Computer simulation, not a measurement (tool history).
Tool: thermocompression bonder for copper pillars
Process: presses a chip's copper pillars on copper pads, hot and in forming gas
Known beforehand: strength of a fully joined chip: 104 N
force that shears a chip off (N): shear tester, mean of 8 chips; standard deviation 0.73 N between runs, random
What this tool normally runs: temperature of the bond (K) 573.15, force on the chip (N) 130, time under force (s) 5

run,hour,temperature of the bond (K),force on the chip (N),time under force (s),force that shears a chip off (N)
1,0.0,573.15,130,5,68.1
2,15.9,573.15,130,5,67.2
3,26.9,573.15,130,3,57.1
4,52.9,573.15,130,3,57.0
# hour 55.1: forming gas filter changed
5,74.8,573.15,130,3,57.2
6,86.1,573.15,130,3,56.3
7,111.2,573.15,130,3,57.0
8,123.5,573.15,130,5,68.2
9,146.6,573.15,124,5,65.1
10,170.9,573.15,124,5,64.7
11,196.6,575.15,130,5,68.4
12,208.4,575.15,130,5,68.1
13,225.5,575.15,147,9,84.7
14,243.4,575.15,147,14,90.7
15,257.7,557.15,147,13,77.8
16,281.9,563.15,79,4,35.5
17,296.1,547.15,92,11,46.5
18,321.6,547.15,119,3,35.8
19,340.6,547.15,119,3,35.5

Consider 3 possible next runs. They are alternatives, not a sequence: every one starts from the tool as it was left by run 19. What does each give?
A,352.8,556.15,137,6,?
B,352.8,573.15,146,5,?
C,352.8,558.15,119,3,?

run,force that shears a chip off (N)
A,60.0
B,71.9
C,42.7
Had the tool no hidden state, the same runs would have come out as:
run,force that shears a chip off (N)
A,60.2
B,72.1
C,42.9

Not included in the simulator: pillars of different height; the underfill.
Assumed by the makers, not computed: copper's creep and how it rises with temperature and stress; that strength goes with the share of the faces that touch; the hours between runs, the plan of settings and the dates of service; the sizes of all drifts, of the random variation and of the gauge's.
